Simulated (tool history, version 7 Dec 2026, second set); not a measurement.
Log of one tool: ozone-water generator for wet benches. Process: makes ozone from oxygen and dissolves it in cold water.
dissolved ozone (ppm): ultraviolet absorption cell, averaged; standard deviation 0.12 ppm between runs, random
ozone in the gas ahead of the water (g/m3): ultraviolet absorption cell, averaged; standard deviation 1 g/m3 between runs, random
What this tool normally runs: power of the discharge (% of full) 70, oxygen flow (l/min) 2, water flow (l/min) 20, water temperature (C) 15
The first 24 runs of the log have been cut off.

| run | hour | power of the discharge (% of full) | oxygen flow (l/min) | water flow (l/min) | water temperature (C) | dissolved ozone (ppm) | ozone in the gas ahead of the water (g/m3) |
|---|---|---|---|---|---|---|---|
| 25 | 779.6 | 60 | 3.03 | 28 | 9 | 8.7 | 127.8 |
| 26 | 821.7 | 74 | 2 | 25 | 21 | 8.9 | 177.9 |
| 27 | 860.6 | 60 | 2 | 19 | 15 | 10.6 | 158.6 |
| 28 | 890 | 70 | 1.02 | 24 | 10 | 7.7 | 247.7 |
| 29 | 911.1 | 70 | 1.02 | 15 | 10 | 12.2 | 247.9 |
| 30 | 935.5 | 70 | 1.02 | 15 | 10 | 12.3 | 247.4 |
| 31 | 961.7 | 40 | 1.02 | 20 | 10 | 6.6 | 180.2 |
| 32 | 986.3 | 40 | 1.02 | 20 | 10 | 6.7 | 180 |
| 33 | 1021.1 | 40 | 2.74 | 20 | 10 | 9.1 | 106.8 |

3 ways to go on from here, each from the tool as it stands after run 33. What would each give?
| A | 1054.8 | 40 | 2.74 | 26 | 10 | ? | ? |
| B | 1054.8 | 40 | 1.44 | 20 | 10 | ? | ? |
| C | 1054.8 | 98 | 2 | 20 | 15 | ? | ? |

| run | dissolved ozone (ppm) | ozone in the gas ahead of the water (g/m3) |
|---|---|---|
| A | 7 | 106.3 |
| B | 7.5 | 149.9 |
| C | 13.3 | 207.3 |
Without the tool's unlogged condition, the same runs would have read:
| run | dissolved ozone (ppm) | ozone in the gas ahead of the water (g/m3) |
|---|---|---|
| A | 7.4 | 108.8 |
| B | 7.9 | 153.4 |
| C | 14.3 | 215.9 |
